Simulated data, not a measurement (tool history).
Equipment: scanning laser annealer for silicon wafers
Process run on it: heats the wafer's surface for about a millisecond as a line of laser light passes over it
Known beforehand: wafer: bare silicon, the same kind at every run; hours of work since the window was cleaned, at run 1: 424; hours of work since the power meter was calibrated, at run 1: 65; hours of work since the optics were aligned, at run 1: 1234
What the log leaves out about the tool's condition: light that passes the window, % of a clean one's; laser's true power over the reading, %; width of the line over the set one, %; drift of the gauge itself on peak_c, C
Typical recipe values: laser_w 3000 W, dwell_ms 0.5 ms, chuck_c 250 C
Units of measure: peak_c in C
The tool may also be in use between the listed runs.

run   hour  laser_w  dwell_ms  chuck_c  hours of work since the window was cleaned  hours of work since the power meter was calibrated  hours of work since the optics were aligned  peak_c
  1      0     3000       0.5      250                                         424                                                  65                                         1234    1025
  2    9.6     3000       0.5      250                                         430                                                  70                                         1240    1021
  3     25     3000       0.5      250                                         439                                                  79                                         1249    1023
  4   35.4     3162       0.5      250                                         445                                                  85                                         1255    1069
  5   52.1     3162       0.5      250                                         455                                                  95                                         1265    1064
  6   64.9     2877       0.5      250                                         463                                                 103                                         1272     993
      73.5  -- optics aligned, line set to its width
  7   79.2     2877       0.5      250                                         468                                                 108                                            3     992
  8   92.3     3105       0.5      250                                         476                                                 116                                           11    1056
  9  102.8     3000     0.521      250                                         482                                                 122                                           17    1045
 10  118.4     3000     0.521      250                                         491                                                 131                                           27    1044
 11  132.8     3000     0.521      250                                         500                                                 140                                           35    1044
 12  144.5     3000     0.521      250                                         507                                                 147                                           42    1042
 13  162.7     3000       0.5      250                                         517                                                 158                                           53    1024
 14  176.2     3127     0.439      275                                         525                                                 166                                           61    1025
 15  184.4     2894     0.516      235                                         530                                                 170                                           66     995
 16    196     3003      0.42      276                                         537                                                 177                                           72     976
 17  210.7     3003      0.42      276                                         546                                                 186                                           81     978
 18    219     3217     0.368      278                                         551                                                 191                                           86     972
 19  229.1     2562     0.556      280                                         557                                                 197                                           92     974
 20  237.7     3242       0.5      250                                         562                                                 202                                           97    1087
 21  256.4     3242       0.5      250                                         573                                                 213                                          108    1090
 22  265.6     2944      0.55      268                                         578                                                 218                                          113    1071
 23  281.3     2944      0.55      268                                         588                                                 228                                          123    1068
 24  290.8     2944      0.55      268                                         593                                                 233                                          128    1072
 25  298.9     3023     0.381      250                                         598                                                 238                                          133     916
 26  307.9     3023     0.397      250                                         603                                                 243                                          138     932

What if the next run were any one of these 5? Each begins from the tool's condition after run 26:
  A  325.9     2556     0.397      258                                         614                                                 254                                          149       ?
  B  325.9     3000       0.5      227                                         614                                                 254                                          149       ?
  C  325.9     3000     0.408      250                                         614                                                 254                                          149       ?
  D  325.9     3256     0.392      250                                         614                                                 254                                          149       ?
  E  325.9     2630     0.449      218                                         614                                                 254                                          149       ?

run  peak_c
  A     828
  B     999
  C     940
  D     982
  E     851
Stripped of hidden state, with their random variation kept, the same runs would have yielded:
run  peak_c
  A     829
  B    1000
  C     942
  D     984
  E     852

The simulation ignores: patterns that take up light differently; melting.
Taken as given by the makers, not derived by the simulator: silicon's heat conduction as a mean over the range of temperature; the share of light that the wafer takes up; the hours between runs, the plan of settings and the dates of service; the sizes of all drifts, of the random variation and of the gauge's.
